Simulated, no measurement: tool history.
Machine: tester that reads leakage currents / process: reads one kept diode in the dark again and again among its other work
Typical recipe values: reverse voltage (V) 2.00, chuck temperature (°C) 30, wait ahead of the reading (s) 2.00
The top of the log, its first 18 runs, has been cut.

run    hour  reverse voltage (V)  chuck temperature (°C)  wait ahead of the reading (s)  current that the tester gives (pA)
 19   964.1                 4.84                      51                           2.00                             1014.29
 20  1003.4                 8.41                      22                           2.00                              188.65
 21  1063.9                 8.41                      22                           2.00                              188.98
 22  1133.7                 2.03                      40                           2.00                              312.60
 23  1195.9                 8.05                      30                           9.29                              332.23
 24  1257.7                 2.02                      20                           1.11                               75.46
 25  1292.1                 2.02                      20                           1.11                               75.83
 26  1328.4                 2.52                      30                           2.24                              178.25
 27  1377.2                 2.52                      30                           2.24                              179.15
 28  1426.2                 2.00                      23                           4.19                               95.00
 29  1483.7                 2.00                      23                           4.19                               94.97
 30  1526.3                 2.00                      23                           4.19                               95.42
 31  1558.5                 2.00                      23                           4.19                               96.15
 32  1626.1                 2.00                      52                           4.71                              689.81
 33  1676.4                14.27                      34                           1.29                              620.67

Each row is a separate what-if for the run after 33, all from the same tool condition, not one after another. Results?
  A  1725.3                14.27                      34                           7.97                                   ?
  B  1725.3                 2.00                      44                           2.00                                   ?
  C  1725.3                 2.00                      37                           2.00                                   ?

run  current that the tester gives (pA)
  A                              620.03
  B                              415.25
  C                              261.59
With the hidden condition removed and each run's random variation left untouched, the same runs would have given:
run  current that the tester gives (pA)
  A                              563.42
  B                              385.04
  C                              241.25
